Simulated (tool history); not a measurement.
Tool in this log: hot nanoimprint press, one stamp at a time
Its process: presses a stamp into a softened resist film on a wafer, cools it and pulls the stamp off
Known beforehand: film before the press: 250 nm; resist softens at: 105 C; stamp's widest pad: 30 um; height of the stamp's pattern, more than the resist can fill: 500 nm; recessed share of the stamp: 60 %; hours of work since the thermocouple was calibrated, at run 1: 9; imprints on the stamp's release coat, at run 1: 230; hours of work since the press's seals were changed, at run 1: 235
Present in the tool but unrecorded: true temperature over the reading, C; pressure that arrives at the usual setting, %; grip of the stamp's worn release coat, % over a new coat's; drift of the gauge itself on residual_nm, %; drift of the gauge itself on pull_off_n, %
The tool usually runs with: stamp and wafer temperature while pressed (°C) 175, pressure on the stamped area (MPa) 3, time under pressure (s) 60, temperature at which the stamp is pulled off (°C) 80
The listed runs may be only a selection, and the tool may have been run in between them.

run,hour,stamp and wafer temperature while pressed (°C),pressure on the stamped area (MPa),time under pressure (s),temperature at which the stamp is pulled off (°C),hours of work since the thermocouple was calibrated,imprints on the stamp's release coat,hours of work since the press's seals were changed,resist left under the stamp's widest pad (angstrom),greatest force while the stamp is pulled off (N)
1,0,175,3,60,80,9,230,235,1128,106.9
2,16.8,170,3,60,80,18,295,245,1386,107.7
3,36,175,3,60,67,29,369,255,1111,119.5
4,54,175,3,60,67,38,438,265,1120,118.3
5,66.9,175,2.03,60,67,45,488,272,1360,120.4
6,89.4,181,2.03,60,67,58,574,284,1061,119.1
7,100.7,181,2.03,60,67,64,617,290,1061,117.3
# hour 122.7: stamp cleaned and given a new release coat
8,125.1,175,3,60,80,74,9,300,1117,108.6
9,139,175,3,60,80,81,63,308,1122,106.7
10,160.2,175,3,36,80,93,144,319,1318,108
11,176.5,175,3,36,80,102,207,328,1341,105.6
12,191.8,175,3,36,80,110,266,337,1332,105.7
13,203.5,175,1.99,60,80,117,311,343,1372,108
14,214.9,180,3.46,84,72,123,355,349,730,113.9
15,232.2,166,3.46,111,77,132,422,359,1289,110.5
16,253.4,175,2.67,60,80,144,503,370,1192,106.5
17,268.8,165,3.94,38,78,152,562,378,1715,109.5
18,291.4,165,3.94,38,78,164,649,391,1724,108.6
# hour 304.4: stamp cleaned and given a new release coat
19,319.1,178,3.39,70,88,176,56,403,868,99.3
20,337.1,174,3,60,80,186,126,412,1169,107.2
21,358.4,174,3,81,75,198,208,424,1052,110.3
22,369,165,3.57,81,75,203,248,430,1456,112.6
23,391.2,165,3.57,81,75,215,334,442,1460,111.4
24,409.9,175,3,60,75,226,406,452,1127,111.7
25,427,175,3,60,75,235,471,461,1121,112.2

Each row is a separate what-if for the run after 25, all from the same tool condition, not one after another. Results?
A,446.7,177,3,60,80,246,548,472,?,?
B,446.7,175,1.96,52,80,246,548,472,?,?
C,446.7,175,3,60,81,246,548,472,?,?
D,446.7,175,2.41,44,87,246,548,472,?,?
E,446.7,168,3,41,75,246,548,472,?,?

run,resist left under the stamp's widest pad (angstrom),greatest force while the stamp is pulled off (N)
A,1024,107.5
B,1447,107.4
C,1120,106.4
D,1377,100.5
E,1677,110.8
With no hidden state in the tool, these same runs would have given:
run,resist left under the stamp's widest pad (angstrom),greatest force while the stamp is pulled off (N)
A,1025,107.3
B,1448,107.2
C,1121,106.2
D,1378,100.3
E,1678,110.6
